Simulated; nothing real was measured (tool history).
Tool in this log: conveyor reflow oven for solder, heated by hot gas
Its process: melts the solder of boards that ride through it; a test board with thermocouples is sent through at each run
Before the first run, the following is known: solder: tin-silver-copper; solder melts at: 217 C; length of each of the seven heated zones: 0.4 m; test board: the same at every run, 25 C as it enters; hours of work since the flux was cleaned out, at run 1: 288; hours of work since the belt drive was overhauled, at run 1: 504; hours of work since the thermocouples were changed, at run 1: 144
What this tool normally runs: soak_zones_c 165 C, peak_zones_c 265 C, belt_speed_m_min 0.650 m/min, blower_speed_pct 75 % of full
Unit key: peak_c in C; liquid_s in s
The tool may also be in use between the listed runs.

| run | hour | soak_zones_c | peak_zones_c | belt_speed_m_min | blower_speed_pct | hours of work since the flux was cleaned out | hours of work since the belt drive was overhauled | hours of work since the thermocouples were changed | peak_c | liquid_s |
|---|---|---|---|---|---|---|---|---|---|---|
| 1 | 0.0 | 165 | 265 | 0.650 | 75 | 288 | 504 | 144 | 244.7 | 45.5 |
| 2 | 17.9 | 165 | 265 | 0.696 | 75 | 298 | 514 | 154 | 241.6 | 40.0 |
| 3 | 35.5 | 179 | 265 | 0.650 | 75 | 308 | 524 | 164 | 247.2 | 52.7 |
| 4 | 52.4 | 179 | 265 | 0.650 | 75 | 317 | 533 | 173 | 247.4 | 52.8 |
|  | 65.9 | flux residue cleaned out of gas plates and filters |
| 5 | 67.3 | 179 | 265 | 0.650 | 75 | 1 | 539 | 179 | 250.4 | 55.8 |
| 6 | 85.5 | 179 | 265 | 0.650 | 75 | 11 | 549 | 189 | 250.3 | 56.5 |
| 7 | 101.8 | 179 | 265 | 0.650 | 75 | 20 | 559 | 198 | 250.8 | 57.2 |
| 8 | 113.7 | 179 | 265 | 0.650 | 75 | 27 | 565 | 205 | 250.4 | 56.1 |
| 9 | 126.2 | 179 | 265 | 0.650 | 75 | 34 | 572 | 212 | 250.3 | 55.6 |
| 10 | 135.7 | 165 | 265 | 0.650 | 75 | 39 | 578 | 218 | 247.5 | 48.6 |
| 11 | 147.1 | 165 | 254 | 0.650 | 75 | 46 | 584 | 224 | 237.7 | 40.3 |
| 12 | 165.5 | 179 | 254 | 0.650 | 75 | 56 | 595 | 234 | 241.4 | 47.8 |
| 13 | 182.4 | 179 | 254 | 0.523 | 75 | 66 | 604 | 244 | 245.9 | 69.5 |
| 14 | 195.8 | 179 | 254 | 0.523 | 75 | 73 | 612 | 252 | 245.3 | 68.2 |
|  | 201.4 | belt drive overhauled, speed set with a stopwatch |
| 15 | 218.7 | 179 | 254 | 0.523 | 75 | 84 | 10 | 262 | 245.6 | 68.8 |
| 16 | 232.0 | 161 | 278 | 0.650 | 55 | 92 | 17 | 270 | 248.8 | 47.4 |
| 17 | 243.0 | 151 | 263 | 0.759 | 69 | 98 | 24 | 276 | 233.7 | 25.0 |
| 18 | 258.9 | 165 | 265 | 0.650 | 70 | 107 | 33 | 285 | 245.2 | 47.4 |
| 19 | 277.2 | 165 | 265 | 0.650 | 70 | 117 | 43 | 295 | 245.2 | 47.2 |
| 20 | 285.2 | 179 | 264 | 0.714 | 58 | 122 | 47 | 300 | 239.6 | 39.8 |
|  | 302.1 | belt drive overhauled, speed set with a stopwatch, once more |
| 21 | 303.6 | 179 | 264 | 0.714 | 58 | 130 | 1 | 308 | 238.5 | 37.5 |
| 22 | 316.9 | 165 | 265 | 0.649 | 75 | 137 | 8 | 316 | 246.2 | 46.4 |
| 23 | 327.3 | 165 | 265 | 0.649 | 75 | 143 | 14 | 321 | 246.0 | 46.9 |
| 24 | 342.1 | 165 | 276 | 0.649 | 62 | 152 | 23 | 330 | 250.4 | 49.3 |
| 25 | 357.9 | 161 | 266 | 0.744 | 61 | 161 | 32 | 339 | 234.1 | 27.5 |
| 26 | 367.6 | 170 | 265 | 0.650 | 75 | 166 | 37 | 344 | 246.8 | 48.6 |
| 27 | 380.2 | 169 | 265 | 0.611 | 67 | 173 | 44 | 351 | 246.1 | 51.0 |
| 28 | 389.1 | 164 | 265 | 0.611 | 52 | 178 | 49 | 356 | 238.8 | 39.4 |
| 29 | 407.6 | 164 | 273 | 0.611 | 58 | 189 | 60 | 367 | 247.4 | 49.4 |
| 30 | 423.5 | 164 | 273 | 0.611 | 58 | 198 | 69 | 376 | 247.9 | 50.0 |

Predict each of these 4 candidate next runs independently; none follows another, all start after run 30:
| A | 434.9 | 157 | 273 | 0.759 | 58 | 204 | 75 | 382 | ? | ? |
| B | 434.9 | 165 | 274 | 0.765 | 63 | 204 | 75 | 382 | ? | ? |
| C | 434.9 | 178 | 273 | 0.768 | 51 | 204 | 75 | 382 | ? | ? |
| D | 434.9 | 155 | 265 | 0.715 | 68 | 204 | 75 | 382 | ? | ? |

| run | peak_c | liquid_s |
|---|---|---|
| A | 235.1 | 25.5 |
| B | 240.8 | 33.1 |
| C | 237.0 | 31.1 |
| D | 236.4 | 30.4 |
Without the tool's hidden state the same runs would have given:
| run | peak_c | liquid_s |
|---|---|---|
| A | 237.2 | 28.0 |
| B | 242.9 | 35.3 |
| C | 238.7 | 33.1 |
| D | 238.6 | 33.0 |
